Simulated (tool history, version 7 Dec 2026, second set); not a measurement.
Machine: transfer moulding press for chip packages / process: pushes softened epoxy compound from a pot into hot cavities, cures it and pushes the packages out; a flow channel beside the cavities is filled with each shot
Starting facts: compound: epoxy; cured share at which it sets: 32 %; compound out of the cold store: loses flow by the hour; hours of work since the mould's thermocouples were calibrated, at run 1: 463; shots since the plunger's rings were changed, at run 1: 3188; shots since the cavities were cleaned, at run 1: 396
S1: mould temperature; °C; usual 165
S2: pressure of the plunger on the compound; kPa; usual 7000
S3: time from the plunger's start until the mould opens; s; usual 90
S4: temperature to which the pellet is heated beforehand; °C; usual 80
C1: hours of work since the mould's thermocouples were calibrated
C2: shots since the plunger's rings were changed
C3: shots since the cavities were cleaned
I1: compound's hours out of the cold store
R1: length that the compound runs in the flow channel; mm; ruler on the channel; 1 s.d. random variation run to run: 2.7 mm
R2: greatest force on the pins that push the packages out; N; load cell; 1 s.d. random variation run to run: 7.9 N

Run 1, day 0.000: usual settings; C1 463; C2 3188; C3 396; I1 38.8. Result: R1 572 mm, R2 543 N.
Run 2, day 0.425: usual settings; C1 470; C2 3315; C3 523; I1 24.4. Result: R1 590 mm, R2 578 N.
Run 3, day 1.138: usual settings but S1 172 °C; C1 481; C2 3528; C3 736; I1 8.9. Result: R1 583 mm, R2 439 N.
At day 1.500: plunger's sealing rings changed.
Run 4, day 1.796: usual settings; C1 490; C2 88; C3 902; I1 18.2. Result: R1 631 mm, R2 650 N.
Run 5, day 2.475: usual settings but S4 79 °C; C1 502; C2 290; C3 1104; I1 22.4. Result: R1 619 mm, R2 691 N.
At day 2.833: cavities cleaned with cleaning compound and waxed.
Run 6, day 2.933: usual settings but S4 79 °C; C1 508; C2 408; C3 30; I1 43.1. Result: R1 593 mm, R2 380 N.
Run 7, day 3.417: usual settings but S4 79 °C; C1 516; C2 553; C3 175; I1 45.8. Result: R1 585 mm, R2 441 N.
At day 3.833: mould's thermocouples calibrated.
Run 8, day 3.862: usual settings but S4 79 °C; C1 0; C2 661; C3 283; I1 44.4. Result: R1 592 mm, R2 520 N.
Run 9, day 4.246: usual settings but S1 173 °C; C1 7; C2 775; C3 397; I1 26.5. Result: R1 588 mm, R2 385 N.
Run 10, day 4.854: usual settings but S1 173 °C; C1 17; C2 957; C3 579; I1 22.4. Result: R1 596 mm, R2 407 N.
Run 11, day 5.450: usual settings but S1 173 °C; C1 26; C2 1135; C3 757; I1 28.9. Result: R1 586 mm, R2 423 N.
Run 12, day 6.108: usual settings but S1 173 °C; C1 37; C2 1331; C3 953; I1 30.4. Result: R1 582 mm, R2 451 N.
Run 13, day 6.792: usual settings but S1 173 °C; C1 48; C2 1536; C3 1158; I1 33.0. Result: R1 576 mm, R2 482 N.
At day 6.958: cavities cleaned with cleaning compound and waxed.
Run 14, day 7.233: usual settings but S1 173 °C; C1 55; C2 1649; C3 82; I1 15.7. Result: R1 599 mm, R2 298 N.
At day 7.771: mould's thermocouples calibrated, once more.
Run 15, day 7.771: usual settings but S1 173 °C; C1 0; C2 1784; C3 217; I1 45.0. Result: R1 556 mm, R2 311 N.
Run 16, day 8.121: usual settings but S2 8160 kPa; C1 6; C2 1888; C3 321; I1 23.3. Result: R1 649 mm, R2 488 N.
Run 17, day 8.712: usual settings but S2 8160 kPa; C1 15; C2 2066; C3 499; I1 31.8. Result: R1 639 mm, R2 532 N.
Run 18, day 9.425: usual settings but S4 75 °C; C1 27; C2 2278; C3 711; I1 31.5. Result: R1 584 mm, R2 610 N.
Run 19, day 9.783: usual settings but S3 126 s, S4 88 °C; C1 33; C2 2385; C3 818; I1 8.7. Result: R1 616 mm, R2 429 N.
Run 20, day 10.412: usual settings but S1 169 °C, S2 8130 kPa, S3 127 s, S4 71 °C; C1 43; C2 2573; C3 1006; I1 43.5. Result: R1 608 mm, R2 441 N.
At day 11.100: cavities cleaned with cleaning compound and waxed.
Run 21, day 11.188: usual settings but S1 168 °C, S2 8130 kPa, S3 101 s, S4 71 °C; C1 55; C2 2785; C3 25; I1 19.5. Result: R1 631 mm, R2 263 N.
Run 22, day 11.600: usual settings but S1 168 °C, S2 7670 kPa, S3 111 s, S4 71 °C; C1 62; C2 2908; C3 148; I1 30.0. Result: R1 602 mm, R2 300 N.
Run 23, day 12.071: usual settings but S1 159 °C, S2 7670 kPa, S3 111 s, S4 76 °C; C1 69; C2 3049; C3 289; I1 26.1. Result: R1 630 mm, R2 509 N.
Run 24, day 12.821: usual settings but S1 159 °C, S2 7670 kPa, S3 111 s, S4 76 °C; C1 82; C2 3273; C3 513; I1 15.8. Result: R1 644 mm, R2 606 N.
Run 25, day 13.338: usual settings but S2 5810 kPa; C1 90; C2 3428; C3 668; I1 36.9. Result: R1 515 mm, R2 581 N.

Below, some changes in R1 between adjacent runs. For each, the amount present without the hidden state too (settings, incoming material, random variation) and the amount remaining for the hidden state with gauge scatter not shared by both compared results:
Unlogged tool condition in this case: true mould temperature over the reading, C; pressure that reaches the compound, % of what is set; grip of the stained cavities, % over clean ones'; drift of the gauge itself on flow_mm, %; drift of the gauge itself on push_out_n, %.
Run 3 -> 4: S1 172 -> 165, plunger's sealing rings changed. R1 +48 mm: hidden state +39, all else +9.
Run 15 -> 16: S1 173 -> 165, S2 7000 -> 8160. R1 +93 mm: hidden state -5, all else +98.
Run 24 -> 25: S1 159 -> 165, S2 7670 -> 5810, S3 111 -> 90, S4 76 -> 80. R1 -129 mm: hidden state +5, all else -134.
